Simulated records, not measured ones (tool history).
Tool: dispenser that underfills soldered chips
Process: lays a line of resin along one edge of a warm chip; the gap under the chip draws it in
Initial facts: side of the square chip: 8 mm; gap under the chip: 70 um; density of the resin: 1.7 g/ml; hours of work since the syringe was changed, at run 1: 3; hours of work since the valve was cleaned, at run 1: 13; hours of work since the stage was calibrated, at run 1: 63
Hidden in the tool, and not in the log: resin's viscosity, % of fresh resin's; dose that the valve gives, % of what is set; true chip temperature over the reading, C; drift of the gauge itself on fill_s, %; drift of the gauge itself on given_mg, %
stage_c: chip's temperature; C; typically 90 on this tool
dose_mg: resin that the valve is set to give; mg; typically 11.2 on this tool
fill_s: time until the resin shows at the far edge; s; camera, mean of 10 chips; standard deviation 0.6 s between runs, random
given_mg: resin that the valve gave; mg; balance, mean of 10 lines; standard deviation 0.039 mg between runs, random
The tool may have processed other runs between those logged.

run   hour  stage_c  dose_mg  hours of work since the syringe was changed  hours of work since the valve was cleaned  hours of work since the stage was calibrated  fill_s  given_mg
  1      0       90     11.2                                            3                                         13                                            63    58.3     11.11
       6.1  -- new syringe of resin
  2    8.7       95     11.2                                            2                                         19                                            68    43.6     11.15
      16.4  -- new syringe of resin
  3   19.5       95     11.2                                            2                                         25                                            74    45.8     11.09
  4   25.9       95     11.2                                            6                                         29                                            78      54     11.15
      27.6  -- new syringe of resin
      38.4  -- new syringe of resin
  5   40.1       95     11.1                                            1                                         37                                            86    43.5     10.92
      49.5  -- new syringe of resin
  6   49.9       90     11.2                                            0                                         43                                            92    52.4     10.99
      60.6  -- new syringe of resin
  7   65.1       90     11.2                                            3                                         52                                           101    59.6      10.9
      71.2  -- new syringe of resin
  8   76.8      100     11.2                                            3                                         59                                           108    39.2     10.91
      82.2  -- new syringe of resin
      92.9  -- new syringe of resin
  9   92.9       90     11.2                                            0                                         68                                           117    52.9     10.84
     104.2  -- new syringe of resin
 10  104.7       90     11.2                                            0                                         75                                           124    54.8     10.95
 11  113.4       96     11.2                                            6                                         81                                           130    51.9     10.81
     114.5  -- new syringe of resin
 12  120.1       96     11.2                                            3                                         84                                           134    47.5      10.8
       126  -- new syringe of resin
       127  -- dispensing valve cleaned and set on the balance
 13  128.5       96     11.2                                            1                                          1                                           138      41      11.2
     137.6  -- new syringe of resin
 14  144.5       96     11.2                                            4                                         10                                           147    47.2     11.14
     148.5  -- new syringe of resin
 15  154.6       76     12.6                                            4                                         16                                           153   121.1     12.49
       159  -- new syringe of resin
       170  -- new syringe of resin
 16  170.8       90       14                                            1                                         26                                           163    53.7     13.79
 17  177.6       90     13.2                                            5                                         30                                           167    63.5     13.05
     180.6  -- new syringe of resin
 18  187.1       97     10.3                                            4                                         36                                           173    48.1     10.18
     192.1  -- new syringe of resin
 19  199.3       86     10.8                                            4                                         43                                           180    78.2     10.57
       203  -- new syringe of resin
     213.8  -- new syringe of resin
 20  213.8       86     10.8                                            0                                         51                                           188    66.1     10.52
     224.9  -- new syringe of resin
 21  225.4       95     11.3                                            0                                         58                                           195    43.2     11.04
 22  233.8       81     10.1                                            5                                         63                                           200   107.1      9.78
     235.5  -- new syringe of resin
       246  -- new syringe of resin
 23  248.8       87     10.9                                            2                                         72                                           209    67.3     10.55
     256.4  -- new syringe of resin
 24  258.3       89     12.9                                            1                                         78                                           215    58.8     12.46
     267.5  -- new syringe of resin
 25  270.9       89     12.9                                            2                                         85                                           222    60.7     12.45
     276.6  -- dispensing valve cleaned and set on the balance
     279.2  -- new syringe of resin
 26    283      104     12.5                                            2                                          4                                           229    31.5     12.44

Run 27, settings as shown, results not yet in. Your forecast:
     289.5  -- new syringe of resin
 27  295.4       89     12.5                                            4                                         11                                           236       ?         ?

Run 27 yielded fill_s 65.6 s, given_mg 12.42 mg.
The same run, on a tool lacking any hidden state, would have yielded fill_s 54.1 s, given_mg 12.48 mg.

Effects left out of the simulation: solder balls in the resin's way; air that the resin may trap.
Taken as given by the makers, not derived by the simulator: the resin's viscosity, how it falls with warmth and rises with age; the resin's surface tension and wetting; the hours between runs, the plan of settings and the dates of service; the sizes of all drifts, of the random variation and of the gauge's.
